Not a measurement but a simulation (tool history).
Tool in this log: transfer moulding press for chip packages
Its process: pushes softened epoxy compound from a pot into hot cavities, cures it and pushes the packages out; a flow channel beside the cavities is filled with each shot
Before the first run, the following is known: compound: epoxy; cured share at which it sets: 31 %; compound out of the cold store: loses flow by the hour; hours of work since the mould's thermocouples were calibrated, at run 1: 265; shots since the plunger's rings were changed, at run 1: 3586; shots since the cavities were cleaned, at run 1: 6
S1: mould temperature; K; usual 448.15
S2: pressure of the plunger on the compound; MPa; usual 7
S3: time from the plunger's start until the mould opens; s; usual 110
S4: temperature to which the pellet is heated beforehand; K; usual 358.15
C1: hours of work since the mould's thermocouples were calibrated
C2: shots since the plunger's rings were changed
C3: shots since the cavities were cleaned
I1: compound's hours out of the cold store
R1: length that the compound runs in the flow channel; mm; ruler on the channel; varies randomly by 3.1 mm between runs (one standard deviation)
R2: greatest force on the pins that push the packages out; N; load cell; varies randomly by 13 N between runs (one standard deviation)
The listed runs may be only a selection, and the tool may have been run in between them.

Run 1, hour 0: usual settings; C1 265; C2 3586; C3 6; I1 28.9. Result: R1 502 mm, R2 598 N.
Run 2, hour 18: usual settings but S1 450.15 K; C1 273; C2 3714; C3 134; I1 17.8. Result: R1 524 mm, R2 674 N.
Run 3, hour 40: usual settings but S1 450.15 K; C1 283; C2 3871; C3 291; I1 9. Result: R1 538 mm, R2 813 N.
At hour 46.4: plunger's sealing rings changed.
Run 4, hour 62.1: usual settings but S1 450.15 K; C1 292; C2 113; C3 431; I1 40.4. Result: R1 503 mm, R2 857 N.
Run 5, hour 79.7: usual settings; C1 301; C2 238; C3 556; I1 34.2. Result: R1 515 mm, R2 1010 N.
At hour 92: cavities cleaned with cleaning compound and waxed.
Run 6, hour 104.5: usual settings; C1 311; C2 404; C3 90; I1 36. Result: R1 513 mm, R2 1177 N.
Run 7, hour 126.8: usual settings; C1 322; C2 562; C3 248; I1 30.6. Result: R1 517 mm, R2 1155 N.
Run 8, hour 149.5: usual settings; C1 332; C2 724; C3 410; I1 27.2. Result: R1 523 mm, R2 1156 N.
Run 9, hour 166.3: usual settings but S2 7.81 MPa; C1 340; C2 843; C3 529; I1 9.8. Result: R1 591 mm, R2 1196 N.
At hour 180.9: cavities cleaned with cleaning compound and waxed.
Run 10, hour 186.6: usual settings but S2 7.81 MPa; C1 349; C2 977; C3 40; I1 20.1. Result: R1 570 mm, R2 622 N.
Run 11, hour 216.6: usual settings but S2 7.81 MPa; C1 363; C2 1191; C3 254; I1 15.4. Result: R1 581 mm, R2 838 N.
At hour 230: cavities cleaned with cleaning compound and waxed, once more.
Run 12, hour 247: usual settings but S2 7.81 MPa; C1 376; C2 1397; C3 121; I1 20.5. Result: R1 565 mm, R2 719 N.
Run 13, hour 277: usual settings but S2 6.61 MPa; C1 390; C2 1611; C3 335; I1 37.4. Result: R1 485 mm, R2 901 N.
Run 14, hour 301.4: usual settings but S2 6.61 MPa; C1 402; C2 1784; C3 508; I1 34.3. Result: R1 487 mm, R2 968 N.
At hour 319.9: cavities cleaned with cleaning compound and waxed.
Run 15, hour 321.3: usual settings but S2 6.61 MPa; C1 410; C2 1915; C3 10; I1 10.3. Result: R1 538 mm, R2 604 N.
Run 16, hour 340: usual settings but S3 100 s, S4 365.15 K; C1 419; C2 2048; C3 143; I1 40.3. Result: R1 489 mm, R2 824 N.
Run 17, hour 358.2: usual settings but S1 449.15 K, S3 106 s, S4 361.15 K; C1 427; C2 2178; C3 273; I1 25.3. Result: R1 516 mm, R2 839 N.
Run 18, hour 384.9: usual settings but S1 449.15 K, S3 106 s, S4 361.15 K; C1 440; C2 2368; C3 463; I1 41.7. Result: R1 489 mm, R2 928 N.
Run 19, hour 405.8: usual settings but S1 449.15 K, S3 138 s, S4 352.15 K; C1 449; C2 2517; C3 612; I1 26.1. Result: R1 511 mm, R2 801 N.
At hour 410.7: cavities cleaned with cleaning compound and waxed.
Run 20, hour 431.1: usual settings but S1 449.15 K, S3 138 s, S4 352.15 K; C1 460; C2 2686; C3 145; I1 42.3. Result: R1 474 mm, R2 581 N.
Run 21, hour 451.1: usual settings but S1 453.15 K, S3 138 s, S4 357.15 K; C1 470; C2 2829; C3 288; I1 44.9. Result: R1 469 mm, R2 699 N.
Run 22, hour 474.7: usual settings but S1 453.15 K, S3 138 s, S4 357.15 K; C1 481; C2 2997; C3 456; I1 10. Result: R1 539 mm, R2 769 N.
At hour 500.9: cavities cleaned with cleaning compound and waxed.
Run 23, hour 500.9: usual settings but S1 453.15 K, S3 138 s, S4 357.15 K; C1 492; C2 3173; C3 0; I1 41.2. Result: R1 468 mm, R2 455 N.
Run 24, hour 523.7: usual settings but S1 453.15 K, S3 138 s, S4 360.15 K; C1 503; C2 3335; C3 162; I1 23.4. Result: R1 506 mm, R2 626 N.
Run 25, hour 553.1: usual settings but S1 447.15 K, S2 5.29 MPa, S3 105 s, S4 355.15 K; C1 517; C2 3545; C3 372; I1 29.1. Result: R1 435 mm, R2 1046 N.
Run 26, hour 573.1: usual settings but S1 447.15 K, S2 5.29 MPa, S3 105 s, S4 357.15 K; C1 526; C2 3687; C3 514; I1 38.1. Result: R1 423 mm, R2 1057 N.
At hour 591.3: cavities cleaned with cleaning compound and waxed.
Run 27, hour 600.8: usual settings but S1 441.15 K, S2 6.13 MPa, S3 105 s, S4 357.15 K; C1 538; C2 3874; C3 68; I1 8.5. Result: R1 515 mm, R2 1151 N.
At hour 608.1: plunger's sealing rings changed.
Run 28, hour 629.6: usual settings but S1 441.15 K, S2 5.26 MPa, S3 105 s, S4 356.15 K; C1 550; C2 153; C3 255; I1 29.7. Result: R1 462 mm, R2 1394 N.
Run 29, hour 642.3: usual settings but S1 441.15 K, S2 5.26 MPa, S3 105 s, S4 356.15 K; C1 556; C2 243; C3 345; I1 44.4. Result: R1 440 mm, R2 1374 N.

Here are 3 independent what-if runs from the current tool condition. What would each one return?
Run A, hour 659.2: usual settings but S2 5.28 MPa, S3 108 s, S4 365.15 K; C1 564; C2 363; C3 465; I1 47.5. Result: R1 ?, R2 ?.
Run B, hour 659.2: usual settings but S2 7.6 MPa, S3 106 s; C1 564; C2 363; C3 465; I1 24.1. Result: R1 ?, R2 ?.
Run C, hour 659.2: usual settings but S3 112 s; C1 564; C2 363; C3 465; I1 28.5. Result: R1 ?, R2 ?.

run   R1   R2
  A  427  938
  B  554  980
  C  529  925
The same runs, with their run-to-run variation unchanged, on a tool lacking any hidden condition would have given:
run   R1   R2
  A  432  576
  B  560  607
  C  535  568
